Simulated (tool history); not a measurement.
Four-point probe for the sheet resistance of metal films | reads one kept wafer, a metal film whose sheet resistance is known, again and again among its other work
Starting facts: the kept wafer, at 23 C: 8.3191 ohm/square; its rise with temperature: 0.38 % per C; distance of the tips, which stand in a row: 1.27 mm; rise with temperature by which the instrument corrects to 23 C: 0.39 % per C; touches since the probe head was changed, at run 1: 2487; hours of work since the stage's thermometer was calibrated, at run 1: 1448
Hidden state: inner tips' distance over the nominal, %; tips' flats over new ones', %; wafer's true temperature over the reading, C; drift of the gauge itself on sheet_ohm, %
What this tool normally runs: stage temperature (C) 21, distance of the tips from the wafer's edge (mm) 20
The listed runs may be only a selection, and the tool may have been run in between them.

run  hour  stage temperature (C)  distance of the tips from the wafer's edge (mm)  touches since the probe head was changed  hours of work since the stage's thermometer was calibrated  sheet resistance as the instrument gives it (ohm/square)
  1     0                     21                                               20                                      2487                                                        1448                                                  8.362379
  2  11.1                     21                                               20                                      2844                                                        1453                                                  8.363943
  3  18.4                     22                                               20                                      3082                                                        1456                                                  8.363407
  4  29.8                     33                                               20                                      3449                                                        1462                                                    8.3563
  5  37.1                     30                                               20                                      3683                                                        1465                                                  8.357162
     38.3  -- stage's thermometer calibrated
  6  45.6                     30                                               20                                      3941                                                           3                                                  8.358329
  7  55.8                     30                                               20                                      4271                                                           8                                                  8.362278
  8  70.8                     21                                               20                                      4756                                                          15                                                  8.365951
  9  86.1                     24                                               13                                      5248                                                          22                                                  8.390913

What does the tool deliver on the next run?
 10  98.1                     24                                               13                                      5637                                                          28                                                         ?

{"run 10": {"sheet resistance as the instrument gives it (ohm/square)": 8.390703}}
The same run, on a tool lacking any hidden state, would have yielded sheet resistance as the instrument gives it (ohm/square) 8.361408.

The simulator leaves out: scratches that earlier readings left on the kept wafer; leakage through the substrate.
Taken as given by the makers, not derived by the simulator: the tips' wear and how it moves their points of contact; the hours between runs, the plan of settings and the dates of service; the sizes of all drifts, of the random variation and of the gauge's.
